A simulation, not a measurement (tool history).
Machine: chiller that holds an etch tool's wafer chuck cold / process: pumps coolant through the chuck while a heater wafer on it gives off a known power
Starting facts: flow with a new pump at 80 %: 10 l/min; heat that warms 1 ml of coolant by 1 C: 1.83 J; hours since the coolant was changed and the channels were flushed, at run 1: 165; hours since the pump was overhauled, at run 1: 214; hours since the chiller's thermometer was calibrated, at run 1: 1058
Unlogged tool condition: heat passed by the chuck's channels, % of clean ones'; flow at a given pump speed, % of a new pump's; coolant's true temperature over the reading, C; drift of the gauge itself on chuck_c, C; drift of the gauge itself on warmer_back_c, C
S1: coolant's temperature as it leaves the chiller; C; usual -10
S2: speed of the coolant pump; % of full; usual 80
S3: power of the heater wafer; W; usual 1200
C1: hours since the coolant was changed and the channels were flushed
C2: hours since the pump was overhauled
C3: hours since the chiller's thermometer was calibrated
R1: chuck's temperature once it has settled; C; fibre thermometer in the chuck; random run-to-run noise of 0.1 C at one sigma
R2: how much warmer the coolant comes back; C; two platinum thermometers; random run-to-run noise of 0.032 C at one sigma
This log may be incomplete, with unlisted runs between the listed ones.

run 1 hour=0 | S1=-10 S2=80 S3=1200 | C1=165 C2=214 C3=1058 | R1=-0.9 R2=3.99
run 2 hour=104.2 | S1=-10 S2=80 S3=1200 | C1=269 C2=319 C3=1162 | R1=-0.9 R2=4.02
run 3 hour=296.9 | S1=-10 S2=80 S3=1200 | C1=462 C2=511 C3=1355 | R1=-0.8 R2=4.08
run 4 hour=484.7 | S1=-10 S2=80 S3=1200 | C1=650 C2=699 C3=1543 | R1=-0.8 R2=4.01
run 5 hour=653.9 | S1=-10 S2=79 S3=1200 | C1=819 C2=868 C3=1712 | R1=-0.7 R2=4.05
run 6 hour=749.3 | S1=-10 S2=92 S3=1200 | C1=914 C2=964 C3=1807 | R1=-1.8 R2=3.46
run 7 hour=934.1 | S1=-10 S2=92 S3=1200 | C1=1099 C2=1148 C3=1992 | R1=-1.6 R2=3.46
run 8 hour=1120.9 | S1=-3 S2=92 S3=1200 | C1=1286 C2=1335 C3=2179 | R1=5.5 R2=3.52
run 9 hour=1311.1 | S1=-6 S2=92 S3=1200 | C1=1476 C2=1525 C3=2369 | R1=2.4 R2=3.49
run 10 hour=1463.3 | S1=-6 S2=92 S3=1200 | C1=1628 C2=1678 C3=2521 | R1=2.4 R2=3.5
run 11 hour=1613.1 | S1=-10 S2=89 S3=1200 | C1=1778 C2=1827 C3=2671 | R1=-1.3 R2=3.65
run 12 hour=1805.4 | S1=0 S2=89 S3=1200 | C1=1970 C2=2020 C3=2863 | R1=8.9 R2=3.64
run 13 hour=1987 | S1=-10 S2=80 S3=1200 | C1=2152 C2=2201 C3=3045 | R1=0 R2=4.14
run 14 hour=2107.6 | S1=-10 S2=80 S3=1200 | C1=2273 C2=2322 C3=3166 | R1=0.1 R2=4.17
run 15 hour=2248 | S1=-10 S2=80 S3=1200 | C1=2413 C2=2462 C3=3306 | R1=0.2 R2=4.16
run 16 hour=2459.9 | S1=-10 S2=80 S3=1200 | C1=2625 C2=2674 C3=3518 | R1=0.1 R2=4.13
run 17 hour=2557.9 | S1=-10 S2=80 S3=1200 | C1=2723 C2=2772 C3=3616 | R1=0.1 R2=4.15
run 18 hour=2652.1 | S1=-10 S2=83 S3=1251 | C1=2817 C2=2866 C3=3710 | R1=0.5 R2=4.27
-- hour=2717.2 chiller's thermometer calibrated
run 19 hour=2805 | S1=-10 S2=77 S3=826 | C1=2969 C2=3018 C3=88 | R1=-2.4 R2=3
run 20 hour=2941.8 | S1=-10 S2=63 S3=632 | C1=3106 C2=3155 C3=225 | R1=-3 R2=2.87
run 21 hour=3046 | S1=-6 S2=84 S3=692 | C1=3210 C2=3259 C3=329 | R1=-0.3 R2=2.29
run 22 hour=3180.6 | S1=-6 S2=84 S3=692 | C1=3345 C2=3394 C3=463 | R1=-0.1 R2=2.32
run 23 hour=3334.7 | S1=-6 S2=84 S3=692 | C1=3499 C2=3548 C3=618 | R1=-0.3 R2=2.29
run 24 hour=3441.4 | S1=-6 S2=84 S3=692 | C1=3605 C2=3655 C3=724 | R1=0 R2=2.3
run 25 hour=3598 | S1=-1 S2=80 S3=710 | C1=3762 C2=3811 C3=881 | R1=5.5 R2=2.51
run 26 hour=3700.5 | S1=-9 S2=99 S3=926 | C1=3864 C2=3914 C3=983 | R1=-1.9 R2=2.64
run 27 hour=3818.8 | S1=-13 S2=99 S3=701 | C1=3983 C2=4032 C3=1102 | R1=-7.6 R2=2.03
run 28 hour=3938.3 | S1=-13 S2=99 S3=701 | C1=4102 C2=4152 C3=1221 | R1=-7.6 R2=1.98
run 29 hour=4147.4 | S1=-10 S2=72 S3=933 | C1=4311 C2=4361 C3=1430 | R1=-0.4 R2=3.73
run 30 hour=4266.8 | S1=-2 S2=64 S3=1123 | C1=4431 C2=4480 C3=1550 | R1=11.2 R2=5.19
-- hour=4390.1 coolant pump overhauled
run 31 hour=4493.6 | S1=-10 S2=80 S3=751 | C1=4653 C2=103 C3=1771 | R1=-3.3 R2=2.5

Below are 3 alternative next runs, each starting from the tool's condition after run 31. Predict each:
-- hour=4605.2 coolant changed, channels flushed
run A hour=4615.8 | S1=-10 S2=80 S3=661 | C1=11 C2=220 C3=1888 | R1=? R2=?
-- hour=4605.2 coolant changed, channels flushed
run B hour=4615.8 | S1=-11 S2=67 S3=918 | C1=11 C2=220 C3=1888 | R1=? R2=?
-- hour=4605.2 coolant changed, channels flushed
run C hour=4615.8 | S1=-1 S2=84 S3=1018 | C1=11 C2=220 C3=1888 | R1=? R2=?

run=A R1=-5.2 R2=2.2
run=B R1=-2.8 R2=3.67
run=C R1=6.3 R2=3.2
Take away the tool's hidden state, keep each run's random variation, and the runs would have read:
run=A R1=-5.2 R2=2.16
run=B R1=-2.8 R2=3.62
run=C R1=6.3 R2=3.15

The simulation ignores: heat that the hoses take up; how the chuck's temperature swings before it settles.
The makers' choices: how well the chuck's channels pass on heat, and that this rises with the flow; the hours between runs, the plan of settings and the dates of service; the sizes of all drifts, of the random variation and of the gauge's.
